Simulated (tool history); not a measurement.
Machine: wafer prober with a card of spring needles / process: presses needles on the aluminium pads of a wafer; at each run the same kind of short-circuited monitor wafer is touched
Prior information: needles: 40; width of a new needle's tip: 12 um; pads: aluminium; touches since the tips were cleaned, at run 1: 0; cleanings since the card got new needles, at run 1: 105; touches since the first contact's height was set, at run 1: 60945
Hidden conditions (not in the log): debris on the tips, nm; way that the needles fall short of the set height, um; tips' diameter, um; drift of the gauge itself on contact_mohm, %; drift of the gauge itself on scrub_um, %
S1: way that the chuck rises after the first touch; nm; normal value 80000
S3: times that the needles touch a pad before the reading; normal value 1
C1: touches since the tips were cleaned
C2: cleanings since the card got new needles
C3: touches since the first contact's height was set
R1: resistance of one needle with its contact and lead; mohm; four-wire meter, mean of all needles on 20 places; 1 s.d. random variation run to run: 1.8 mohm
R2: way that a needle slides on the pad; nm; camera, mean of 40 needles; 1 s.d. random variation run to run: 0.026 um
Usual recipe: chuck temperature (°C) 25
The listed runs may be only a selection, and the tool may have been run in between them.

run 1 day=0.000 | S1=80000 chuck_temperature_(°C)=25 S3=1 | C1=0 C2=105 C3=60945 | R1=186 R2=17020
-- day=0.892 tips cleaned on abrasive film
run 2 day=1.125 | S1=80000 chuck_temperature_(°C)=25 S3=1 | C1=2321 C2=106 C3=72182 | R1=223 R2=17010
-- day=1.788 tips cleaned on abrasive film
-- day=2.742 tips cleaned on abrasive film
run 3 day=3.488 | S1=80000 chuck_temperature_(°C)=25 S3=1 | C1=7477 C2=108 C3=95836 | R1=246 R2=17040
-- day=3.629 tips cleaned on abrasive film
-- day=4.546 tips cleaned on abrasive film
run 4 day=4.646 | S1=80000 chuck_temperature_(°C)=25 S3=1 | C1=982 C2=110 C3=107382 | R1=200 R2=16960
-- day=5.375 tips cleaned on abrasive film
-- day=6.317 tips cleaned on abrasive film
run 5 day=6.771 | S1=80000 chuck_temperature_(°C)=25 S3=1 | C1=4548 C2=112 C3=128633 | R1=245 R2=17030
-- day=7.142 tips cleaned on abrasive film
-- day=8.017 tips cleaned on abrasive film
run 6 day=8.242 | S1=80000 chuck_temperature_(°C)=25 S3=1 | C1=2232 C2=114 C3=143319 | R1=215 R2=16900
-- day=9.000 tips cleaned on abrasive film
-- day=9.867 tips cleaned on abrasive film
run 7 day=9.975 | S1=80000 chuck_temperature_(°C)=25 S3=1 | C1=1096 C2=116 C3=160662 | R1=213 R2=16930
-- day=10.854 tips cleaned on abrasive film
-- day=11.700 tips cleaned on abrasive film
run 8 day=11.958 | S1=80000 chuck_temperature_(°C)=25 S3=1 | C1=2589 C2=118 C3=180505 | R1=229 R2=16870
-- day=12.638 tips cleaned on abrasive film
-- day=13.496 tips cleaned on abrasive film
run 9 day=13.496 | S1=80000 chuck_temperature_(°C)=25 S3=1 | C1=0 C2=120 C3=195830 | R1=183 R2=16910
-- day=14.312 tips cleaned on abrasive film
-- day=15.225 tips cleaned on abrasive film
run 10 day=15.346 | S1=63000 chuck_temperature_(°C)=25 S3=1 | C1=1220 C2=122 C3=214334 | R1=230 R2=13230
-- day=16.138 tips cleaned on abrasive film
-- day=17.133 tips cleaned on abrasive film
-- day=17.146 height of the first contact set anew
run 11 day=17.775 | S1=61000 chuck_temperature_(°C)=29 S3=1 | C1=6301 C2=124 C3=6301 | R1=304 R2=12650
-- day=17.979 tips cleaned on abrasive film
-- day=18.862 tips cleaned on abrasive film
-- day=19.725 tips cleaned on abrasive film
run 12 day=20.050 | S1=77000 chuck_temperature_(°C)=29 S3=3 | C1=3267 C2=127 C3=29006 | R1=206 R2=16070
-- day=20.575 tips cleaned on abrasive film
-- day=21.512 tips cleaned on abrasive film
-- day=22.375 tips cleaned on abrasive film
run 13 day=22.375 | S1=88000 chuck_temperature_(°C)=77 S3=2 | C1=0 C2=130 C3=52240 | R1=194 R2=18320
-- day=23.325 tips cleaned on abrasive film
-- day=24.167 tips cleaned on abrasive film
run 14 day=24.708 | S1=80000 chuck_temperature_(°C)=82 S3=1 | C1=5455 C2=132 C3=75596 | R1=257 R2=16630
-- day=24.996 tips cleaned on abrasive film
-- day=25.983 tips cleaned on abrasive film
-- day=26.921 tips cleaned on abrasive film
run 15 day=27.242 | S1=80000 chuck_temperature_(°C)=82 S3=1 | C1=3214 C2=135 C3=100903 | R1=246 R2=16570
-- day=27.788 tips cleaned on abrasive film
-- day=28.654 tips cleaned on abrasive film
-- day=29.533 tips cleaned on abrasive film
run 16 day=29.700 | S1=80000 chuck_temperature_(°C)=32 S3=1 | C1=1674 C2=138 C3=125466 | R1=223 R2=16580
-- day=30.238 height of the first contact set anew, once more
-- day=30.371 tips cleaned on abrasive film
-- day=31.271 tips cleaned on abrasive film
run 17 day=31.271 | S1=80000 chuck_temperature_(°C)=32 S3=1 | C1=0 C2=140 C3=10289 | R1=191 R2=17140

3 options for the next run, each taken on its own from the tool as it stands now. Forecast them:
-- day=32.242 tips cleaned on abrasive film
run A day=32.858 | S1=80000 chuck_temperature_(°C)=69 S3=1 | C1=6179 C2=141 C3=26167 | R1=? R2=?
-- day=32.242 tips cleaned on abrasive film
run B day=32.858 | S1=76000 chuck_temperature_(°C)=25 S3=1 | C1=6179 C2=141 C3=26167 | R1=? R2=?
-- day=32.242 tips cleaned on abrasive film
run C day=32.858 | S1=100000 chuck_temperature_(°C)=32 S3=2 | C1=6179 C2=141 C3=26167 | R1=? R2=?

run=A R1=254 R2=17110
run=B R1=259 R2=16230
run=C R1=208 R2=21420
What these runs would have given with no unlogged condition in the tool:
run=A R1=187 R2=17140
run=B R1=181 R2=16260
run=C R1=178 R2=21450
